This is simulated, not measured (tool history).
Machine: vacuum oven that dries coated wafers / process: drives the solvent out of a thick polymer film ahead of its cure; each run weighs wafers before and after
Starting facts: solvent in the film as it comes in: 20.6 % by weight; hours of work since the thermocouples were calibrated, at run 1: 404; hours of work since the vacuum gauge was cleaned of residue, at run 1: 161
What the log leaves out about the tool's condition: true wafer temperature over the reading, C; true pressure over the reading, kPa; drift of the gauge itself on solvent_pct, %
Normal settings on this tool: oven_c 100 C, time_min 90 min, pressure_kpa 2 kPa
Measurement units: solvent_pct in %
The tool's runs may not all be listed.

run,hour,oven_c,time_min,pressure_kpa,hours of work since the thermocouples were calibrated,hours of work since the vacuum gauge was cleaned of residue,solvent_pct
1,0,100,90,2,404,161,1.9
2,12.2,100,90,2,409,167,1.89
3,24.9,100,90,2,415,172,1.91
4,30.8,100,60,2,417,175,3.48
5,40.5,100,59,2,422,179,3.51
6,49.4,100,59,2,425,183,3.53
7,59.1,104,111,2.9,430,187,1.33
8,69.1,104,111,2.9,434,191,1.31
9,77.3,98,161,1.12,438,195,0.72
10,88.8,100,65,1.6,443,200,2.96
11,96.3,96,51,6.09,446,203,6.92

Results per run with the tool's hidden condition removed, run-to-run variation unchanged:
run,solvent_pct
1,1.96
2,1.96
3,1.97
4,3.58
5,3.62
6,3.64
7,1.35
8,1.33
9,0.73
10,3.06
11,7.08
